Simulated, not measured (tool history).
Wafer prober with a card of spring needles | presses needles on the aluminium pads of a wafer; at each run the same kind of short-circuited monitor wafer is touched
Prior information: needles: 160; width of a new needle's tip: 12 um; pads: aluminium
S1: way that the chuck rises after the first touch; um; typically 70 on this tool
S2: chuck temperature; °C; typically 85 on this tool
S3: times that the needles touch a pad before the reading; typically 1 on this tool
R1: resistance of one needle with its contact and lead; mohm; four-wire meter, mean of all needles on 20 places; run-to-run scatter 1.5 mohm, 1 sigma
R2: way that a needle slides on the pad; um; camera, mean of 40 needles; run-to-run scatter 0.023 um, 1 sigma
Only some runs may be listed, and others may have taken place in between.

Run 1, hour 0: usual settings. Result: R1 134 mohm, R2 13.97 um.
At hour 1.1: tips cleaned on abrasive film.
Run 2, hour 9.7: usual settings. Result: R1 131 mohm, R2 13.92 um.
At hour 12.9: tips cleaned on abrasive film.
Run 3, hour 19.8: usual settings. Result: R1 136 mohm, R2 13.88 um.
At hour 24.3: tips cleaned on abrasive film.
At hour 26.4: height of the first contact set anew.
Run 4, hour 29.4: usual settings. Result: R1 133 mohm, R2 13.89 um.
At hour 36.2: tips cleaned on abrasive film.
Run 5, hour 36.2: usual settings but S2 40 °C. Result: R1 128 mohm, R2 13.91 um.
At hour 47.7: tips cleaned on abrasive film.
Run 6, hour 49.5: usual settings but S3 2. Result: R1 134 mohm, R2 13.85 um.
Run 7, hour 57.6: usual settings but S3 2. Result: R1 132 mohm, R2 13.87 um.
At hour 58.7: tips cleaned on abrasive film.
Run 8, hour 69.4: usual settings but S1 80 um, S3 2. Result: R1 131 mohm, R2 15.81 um.
At hour 70.5: tips cleaned on abrasive film.
At hour 81.5: tips cleaned on abrasive film.
Run 9, hour 82: usual settings but S1 80 um, S2 65 °C. Result: R1 127 mohm, R2 15.84 um.
At hour 93.4: tips cleaned on abrasive film.
Run 10, hour 96: usual settings but S1 80 um, S2 65 °C. Result: R1 127 mohm, R2 15.84 um.
At hour 105: tips cleaned on abrasive film.
Run 11, hour 109.9: usual settings but S1 80 um, S2 65 °C. Result: R1 131 mohm, R2 15.81 um.
At hour 116.3: tips cleaned on abrasive film.
Run 12, hour 123.1: usual settings but S1 71 um, S2 33 °C, S3 2. Result: R1 123 mohm, R2 14 um.
At hour 127.3: tips cleaned on abrasive film.
Run 13, hour 132.6: usual settings but S1 68 um, S2 34 °C. Result: R1 126 mohm, R2 13.43 um.
At hour 138.8: tips cleaned on abrasive film.
Run 14, hour 141.4: usual settings but S1 87 um, S2 112 °C. Result: R1 139 mohm, R2 17.2 um.

Consider 5 possible next runs. They are alternatives, not a sequence: every one starts from the tool as it was left by run 14. What does each give?
At hour 150.4: tips cleaned on abrasive film.
Run A, hour 152.1: usual settings but S2 45 °C. Result: R1 ?, R2 ?.
At hour 150.4: tips cleaned on abrasive film.
Run B, hour 152.1: usual settings but S3 2. Result: R1 ?, R2 ?.
At hour 150.4: tips cleaned on abrasive film.
Run C, hour 152.1: usual settings but S2 40 °C. Result: R1 ?, R2 ?.
At hour 150.4: tips cleaned on abrasive film.
Run D, hour 152.1: usual settings but S1 52 um, S2 112 °C, S3 2. Result: R1 ?, R2 ?.
At hour 150.4: tips cleaned on abrasive film.
Run E, hour 152.1: usual settings but S1 67 um, S2 124 °C. Result: R1 ?, R2 ?.

run   R1     R2
  A  125  13.79
  B  132  13.77
  C  128  13.79
  D  143  10.23
  E  139  13.21
Without the tool's unlogged condition, the same runs would have read:
run   R1     R2
  A  125  13.92
  B  132  13.89
  C  128  13.92
  D  143  10.33
  E  139  13.33
